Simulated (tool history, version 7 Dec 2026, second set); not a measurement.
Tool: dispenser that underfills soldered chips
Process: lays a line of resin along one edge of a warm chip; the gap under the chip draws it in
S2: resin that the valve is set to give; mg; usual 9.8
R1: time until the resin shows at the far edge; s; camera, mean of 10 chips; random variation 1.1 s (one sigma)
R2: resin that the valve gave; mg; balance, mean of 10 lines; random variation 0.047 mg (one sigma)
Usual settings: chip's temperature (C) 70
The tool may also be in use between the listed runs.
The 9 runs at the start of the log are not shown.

At hour 106.3: new syringe of resin.
Run 10, hour 115.2: usual settings but S2 10.51 mg. Result: R1 150.5 s, R2 9.94 mg.
At hour 116.7: new syringe of resin.
At hour 117.7: dispensing valve cleaned and set on the balance.
Run 11, hour 124.8: usual settings. Result: R1 136.9 s, R2 9.65 mg.
At hour 128.7: new syringe of resin.
Run 12, hour 132.2: usual settings. Result: R1 115.1 s, R2 9.61 mg.
At hour 138.9: new syringe of resin.
Run 13, hour 147.6: usual settings. Result: R1 151.7 s, R2 9.46 mg.
At hour 149.4: new syringe of resin.
Run 14, hour 158.3: usual settings. Result: R1 153.9 s, R2 9.54 mg.
At hour 159.7: new syringe of resin.
At hour 170.5: new syringe of resin.
Run 15, hour 175.2: usual settings but chip's temperature (C) 83. Result: R1 66.9 s, R2 9.41 mg.
At hour 181.9: new syringe of resin.
Run 16, hour 189.6: usual settings but chip's temperature (C) 82. Result: R1 81.5 s, R2 9.28 mg.
At hour 192.3: new syringe of resin.
At hour 197.9: dispensing valve cleaned and set on the balance.
Run 17, hour 201: usual settings. Result: R1 142.1 s, R2 9.8 mg.

Expected results for the next run?
At hour 203.6: new syringe of resin.
At hour 214: new syringe of resin.
Run 18, hour 215.6: usual settings. Result: R1 ?, R2 ?.

{"run 18": {"R1": 98.2, "R2": 9.64}}
If the tool had no hidden condition, the same run with the same run-to-run variation would have returned R1 104.9 s, R2 9.77 mg.

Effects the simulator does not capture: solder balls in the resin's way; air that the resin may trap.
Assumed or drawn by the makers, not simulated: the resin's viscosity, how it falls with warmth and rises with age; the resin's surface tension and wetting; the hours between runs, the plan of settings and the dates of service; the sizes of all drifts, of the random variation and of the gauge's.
